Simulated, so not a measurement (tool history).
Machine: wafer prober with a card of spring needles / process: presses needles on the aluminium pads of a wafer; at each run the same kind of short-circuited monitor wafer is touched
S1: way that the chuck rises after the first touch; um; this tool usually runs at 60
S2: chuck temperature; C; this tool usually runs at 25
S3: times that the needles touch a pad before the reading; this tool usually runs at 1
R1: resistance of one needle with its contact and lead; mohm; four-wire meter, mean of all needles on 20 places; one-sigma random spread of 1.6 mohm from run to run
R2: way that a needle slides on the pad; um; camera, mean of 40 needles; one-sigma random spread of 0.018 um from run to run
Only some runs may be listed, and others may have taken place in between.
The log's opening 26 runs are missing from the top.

run	hour	S1	S2	S3	R1	R2
27	223.0	60	26	1	153	14.71
28	232.6	60	25	1	157	14.70
# hour 233.6: tips cleaned on abrasive film
29	243.2	76	100	2	168	18.61
# hour 253.8: tips cleaned on abrasive film
30	253.8	44	25	1	159	10.77
31	260.3	60	38	3	156	14.66
# hour 262.8: height of the first contact set anew
32	270.5	60	90	3	166	14.69
# hour 274.5: tips cleaned on abrasive film
33	282.1	60	90	3	164	14.71
34	293.4	63	90	1	166	15.45

Below are 4 alternative next runs, each starting from the tool's condition after run 34. Predict each:
# hour 294.8: tips cleaned on abrasive film
A	301.8	78	53	1	?	?
# hour 294.8: tips cleaned on abrasive film
B	301.8	60	25	1	?	?
# hour 294.8: tips cleaned on abrasive film
C	301.8	42	31	1	?	?
# hour 294.8: tips cleaned on abrasive film
D	301.8	47	77	1	?	?

run	R1	R2
A	159	19.05
B	153	14.71
C	163	10.29
D	170	11.52
What these runs would have given with no unlogged condition in the tool:
run	R1	R2
A	159	19.05
B	153	14.71
C	163	10.29
D	169	11.52
